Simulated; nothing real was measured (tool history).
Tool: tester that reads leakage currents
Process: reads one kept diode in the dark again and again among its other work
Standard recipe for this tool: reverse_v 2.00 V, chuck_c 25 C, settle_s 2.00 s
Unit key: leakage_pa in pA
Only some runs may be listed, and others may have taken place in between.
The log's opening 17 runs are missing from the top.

| run | day | reverse_v | chuck_c | settle_s | leakage_pa |
|---|---|---|---|---|---|
| 18 | 48.175 | 2.00 | 25 | 0.71 | 63.77 |
| 19 | 49.962 | 2.00 | 25 | 0.71 | 63.76 |
| 20 | 52.833 | 2.00 | 25 | 0.71 | 64.03 |
| 21 | 54.650 | 2.00 | 25 | 2.00 | 64.11 |
| 22 | 57.029 | 4.98 | 25 | 2.90 | 104.77 |
| 23 | 60.667 | 2.00 | 49 | 2.00 | 449.36 |
| 24 | 62.679 | 4.14 | 49 | 1.24 | 665.22 |
| 25 | 65.854 | 4.59 | 60 | 1.49 | 1572.77 |
| 26 | 69.362 | 7.86 | 25 | 2.00 | 134.75 |
| 27 | 72.733 | 1.45 | 39 | 0.80 | 172.06 |
| 28 | 74.492 | 17.02 | 25 | 0.58 | 211.20 |
| 29 | 76.383 | 1.81 | 21 | 3.30 | 42.29 |
| 30 | 80.033 | 1.81 | 21 | 3.30 | 41.98 |
| 31 | 82.612 | 1.81 | 21 | 3.30 | 42.31 |
| 32 | 84.417 | 1.81 | 21 | 3.30 | 42.07 |
| 33 | 87.771 | 6.77 | 25 | 8.96 | 123.42 |
| 34 | 90.754 | 3.34 | 42 | 0.32 | 340.68 |
| 35 | 93.375 | 3.34 | 42 | 0.32 | 340.69 |

Run 36, settings as shown, results not yet in. Your forecast:
| 36 | 94.950 | 3.34 | 42 | 0.32 | ? |

Run 36 gave leakage_pa 340.28 pA.
Were there no unlogged condition in the tool, this run, its random variation unchanged, would have produced leakage_pa 348.77 pA.
